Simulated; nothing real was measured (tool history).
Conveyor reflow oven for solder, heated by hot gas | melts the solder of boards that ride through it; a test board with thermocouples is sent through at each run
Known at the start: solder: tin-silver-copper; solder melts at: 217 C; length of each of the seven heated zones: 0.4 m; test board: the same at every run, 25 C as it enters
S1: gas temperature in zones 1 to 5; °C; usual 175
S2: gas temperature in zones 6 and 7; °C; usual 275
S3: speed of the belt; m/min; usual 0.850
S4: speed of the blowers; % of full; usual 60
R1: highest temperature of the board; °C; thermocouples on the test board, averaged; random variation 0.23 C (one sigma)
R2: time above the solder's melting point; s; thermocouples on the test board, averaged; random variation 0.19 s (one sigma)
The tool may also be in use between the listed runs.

run 1 day=0.000 | S1=175 S2=275 S3=0.850 S4=60 | R1=250.5 R2=39.8
run 2 day=0.667 | S1=175 S2=275 S3=0.850 S4=71 | R1=254.2 R2=41.9
run 3 day=1.354 | S1=175 S2=275 S3=0.850 S4=63 | R1=251.6 R2=40.1
run 4 day=1.875 | S1=175 S2=275 S3=0.850 S4=73 | R1=253.7 R2=42.1
run 5 day=2.221 | S1=175 S2=275 S3=0.850 S4=74 | R1=254.2 R2=42.3
run 6 day=2.742 | S1=175 S2=275 S3=0.850 S4=74 | R1=253.9 R2=42.4
run 7 day=3.475 | S1=175 S2=275 S3=0.850 S4=74 | R1=253.8 R2=42.1
run 8 day=4.083 | S1=175 S2=275 S3=0.850 S4=60 | R1=250.6 R2=39.5
run 9 day=4.762 | S1=175 S2=275 S3=0.850 S4=60 | R1=250.2 R2=39.5
run 10 day=5.271 | S1=175 S2=275 S3=0.850 S4=60 | R1=250.1 R2=39.5
run 11 day=5.629 | S1=175 S2=275 S3=0.850 S4=60 | R1=250.1 R2=39.3
run 12 day=6.271 | S1=175 S2=275 S3=0.850 S4=60 | R1=249.9 R2=39.6
run 13 day=6.721 | S1=175 S2=275 S3=0.850 S4=60 | R1=249.9 R2=39.2
run 14 day=7.092 | S1=179 S2=284 S3=0.698 S4=87 | R1=271.5 R2=62.8
run 15 day=7.633 | S1=190 S2=284 S3=0.731 S4=87 | R1=271.6 R2=63.5
run 16 day=8.279 | S1=170 S2=267 S3=0.850 S4=74 | R1=246.1 R2=36.1
run 17 day=8.954 | S1=170 S2=267 S3=0.850 S4=60 | R1=242.1 R2=32.6
run 18 day=9.550 | S1=163 S2=267 S3=0.796 S4=60 | R1=243.1 R2=34.7
run 19 day=10.192 | S1=172 S2=280 S3=0.705 S4=75 | R1=264.2 R2=56.3
run 20 day=10.696 | S1=163 S2=275 S3=0.850 S4=60 | R1=246.4 R2=34.0
run 21 day=11.250 | S1=189 S2=288 S3=0.850 S4=60 | R1=263.1 R2=50.1
run 22 day=11.792 | S1=175 S2=265 S3=0.767 S4=60 | R1=245.7 R2=41.2
run 23 day=12.192 | S1=175 S2=265 S3=0.767 S4=60 | R1=246.1 R2=41.6

4 ways to go on from here, each from the tool as it stands after run 23. What would each give?
run A day=12.800 | S1=175 S2=280 S3=0.911 S4=60 | R1=? R2=?
run B day=12.800 | S1=182 S2=276 S3=0.767 S4=60 | R1=? R2=?
run C day=12.800 | S1=166 S2=288 S3=0.850 S4=70 | R1=? R2=?
run D day=12.800 | S1=175 S2=288 S3=0.809 S4=70 | R1=? R2=?

run=A R1=249.3 R2=35.8
run=B R1=256.4 R2=50.4
run=C R1=259.8 R2=42.5
run=D R1=264.5 R2=49.5
Without the tool's hidden state the same runs would have given:
run=A R1=249.6 R2=36.1
run=B R1=255.7 R2=50.1
run=C R1=260.2 R2=42.7
run=D R1=264.5 R2=49.3
